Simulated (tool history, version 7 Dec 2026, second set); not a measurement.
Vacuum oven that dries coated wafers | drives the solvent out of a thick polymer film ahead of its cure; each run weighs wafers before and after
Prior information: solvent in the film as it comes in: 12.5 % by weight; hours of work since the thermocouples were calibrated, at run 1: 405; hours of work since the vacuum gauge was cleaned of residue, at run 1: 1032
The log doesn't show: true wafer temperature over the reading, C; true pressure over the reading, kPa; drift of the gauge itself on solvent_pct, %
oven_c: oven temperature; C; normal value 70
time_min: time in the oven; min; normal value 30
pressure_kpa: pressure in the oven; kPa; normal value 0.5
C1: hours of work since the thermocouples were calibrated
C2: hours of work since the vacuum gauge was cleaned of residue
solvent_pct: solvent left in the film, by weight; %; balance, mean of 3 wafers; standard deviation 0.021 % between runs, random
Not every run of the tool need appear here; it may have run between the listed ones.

run 1 hour=0 | oven_c=70 time_min=30 pressure_kpa=0.5 | C1=405 C2=1032 | solvent_pct=2.56
run 2 hour=81.7 | oven_c=70 time_min=30 pressure_kpa=0.5 | C1=456 C2=1084 | solvent_pct=2.52
run 3 hour=137.4 | oven_c=70 time_min=30 pressure_kpa=0.5 | C1=491 C2=1119 | solvent_pct=2.51
run 4 hour=234.6 | oven_c=70 time_min=30 pressure_kpa=0.5 | C1=552 C2=1180 | solvent_pct=2.52
run 5 hour=327.7 | oven_c=70 time_min=30 pressure_kpa=0.5 | C1=610 C2=1238 | solvent_pct=2.52
run 6 hour=383.5 | oven_c=74 time_min=30 pressure_kpa=0.5 | C1=645 C2=1273 | solvent_pct=1.64
run 7 hour=451.3 | oven_c=70 time_min=30 pressure_kpa=0.5 | C1=688 C2=1316 | solvent_pct=2.5
run 8 hour=543.9 | oven_c=70 time_min=30 pressure_kpa=0.5 | C1=746 C2=1374 | solvent_pct=2.55
run 9 hour=647.7 | oven_c=70 time_min=30 pressure_kpa=0.5 | C1=811 C2=1439 | solvent_pct=2.52
run 10 hour=747.2 | oven_c=70 time_min=30 pressure_kpa=0.5 | C1=874 C2=1501 | solvent_pct=2.51
run 11 hour=805 | oven_c=70 time_min=30 pressure_kpa=0.267 | C1=910 C2=1537 | solvent_pct=2.4
run 12 hour=850.6 | oven_c=70 time_min=30 pressure_kpa=0.267 | C1=939 C2=1566 | solvent_pct=2.44
run 13 hour=938.8 | oven_c=70 time_min=30 pressure_kpa=0.267 | C1=994 C2=1621 | solvent_pct=2.41
run 14 hour=986 | oven_c=70 time_min=30 pressure_kpa=0.267 | C1=1024 C2=1651 | solvent_pct=2.41
run 15 hour=1040.1 | oven_c=70 time_min=30 pressure_kpa=0.5 | C1=1058 C2=1685 | solvent_pct=2.5
run 16 hour=1091.8 | oven_c=70 time_min=30 pressure_kpa=0.725 | C1=1090 C2=1717 | solvent_pct=2.6
run 17 hour=1199 | oven_c=70 time_min=30 pressure_kpa=0.26 | C1=1157 C2=1785 | solvent_pct=2.38
run 18 hour=1278.7 | oven_c=70 time_min=30 pressure_kpa=1.45 | C1=1207 C2=1835 | solvent_pct=2.89
run 19 hour=1369.2 | oven_c=73 time_min=20 pressure_kpa=1.855 | C1=1264 C2=1892 | solvent_pct=3.67
run 20 hour=1474 | oven_c=58 time_min=20 pressure_kpa=0.597 | C1=1330 C2=1957 | solvent_pct=6.98
run 21 hour=1545.3 | oven_c=70 time_min=41 pressure_kpa=0.82 | C1=1375 C2=2002 | solvent_pct=1.69
run 22 hour=1640.3 | oven_c=65 time_min=50 pressure_kpa=0.296 | C1=1434 C2=2062 | solvent_pct=1.94
run 23 hour=1688.2 | oven_c=70 time_min=32 pressure_kpa=1.108 | C1=1464 C2=2092 | solvent_pct=2.57
run 24 hour=1746.7 | oven_c=70 time_min=32 pressure_kpa=1.108 | C1=1501 C2=2128 | solvent_pct=2.59
run 25 hour=1819.2 | oven_c=70 time_min=32 pressure_kpa=1.108 | C1=1546 C2=2174 | solvent_pct=2.58
run 26 hour=1912.4 | oven_c=70 time_min=30 pressure_kpa=0.372 | C1=1605 C2=2232 | solvent_pct=2.48
-- hour=1981 oven's thermocouples calibrated
run 27 hour=2009 | oven_c=70 time_min=30 pressure_kpa=0.372 | C1=18 C2=2292 | solvent_pct=2.49
run 28 hour=2062.8 | oven_c=70 time_min=30 pressure_kpa=0.372 | C1=51 C2=2326 | solvent_pct=2.46
run 29 hour=2157.2 | oven_c=69 time_min=38 pressure_kpa=1.09 | C1=111 C2=2385 | solvent_pct=2.26
run 30 hour=2222.3 | oven_c=69 time_min=38 pressure_kpa=1.09 | C1=151 C2=2426 | solvent_pct=2.29
run 31 hour=2310.6 | oven_c=69 time_min=38 pressure_kpa=0.297 | C1=207 C2=2481 | solvent_pct=1.94
run 32 hour=2406 | oven_c=60 time_min=33 pressure_kpa=0.885 | C1=267 C2=2541 | solvent_pct=5.08
run 33 hour=2469.2 | oven_c=76 time_min=33 pressure_kpa=0.597 | C1=306 C2=2581 | solvent_pct=1.08
run 34 hour=2545.6 | oven_c=76 time_min=24 pressure_kpa=0.532 | C1=354 C2=2629 | solvent_pct=1.89
run 35 hour=2648.2 | oven_c=76 time_min=24 pressure_kpa=0.532 | C1=419 C2=2693 | solvent_pct=1.85

Here are 5 independent what-if runs from the current tool condition. What would each one return?
-- hour=2716.8 vacuum gauge cleaned of residue and calibrated
run A hour=2722.5 | oven_c=79 time_min=22 pressure_kpa=0.532 | C1=464 C2=4 | solvent_pct=?
-- hour=2716.8 vacuum gauge cleaned of residue and calibrated
run B hour=2722.5 | oven_c=70 time_min=47 pressure_kpa=0.5 | C1=464 C2=4 | solvent_pct=?
-- hour=2716.8 vacuum gauge cleaned of residue and calibrated
run C hour=2722.5 | oven_c=76 time_min=18 pressure_kpa=0.532 | C1=464 C2=4 | solvent_pct=?
-- hour=2716.8 vacuum gauge cleaned of residue and calibrated
run D hour=2722.5 | oven_c=61 time_min=24 pressure_kpa=0.399 | C1=464 C2=4 | solvent_pct=?
-- hour=2716.8 vacuum gauge cleaned of residue and calibrated
run E hour=2722.5 | oven_c=61 time_min=24 pressure_kpa=0.532 | C1=464 C2=4 | solvent_pct=?

run=A solvent_pct=1.54
run=B solvent_pct=1.24
run=C solvent_pct=2.85
run=D solvent_pct=5.63
run=E solvent_pct=5.75
Without the tool's hidden state the same runs would have given:
run=A solvent_pct=1.54
run=B solvent_pct=1.24
run=C solvent_pct=2.85
run=D solvent_pct=5.63
run=E solvent_pct=5.76

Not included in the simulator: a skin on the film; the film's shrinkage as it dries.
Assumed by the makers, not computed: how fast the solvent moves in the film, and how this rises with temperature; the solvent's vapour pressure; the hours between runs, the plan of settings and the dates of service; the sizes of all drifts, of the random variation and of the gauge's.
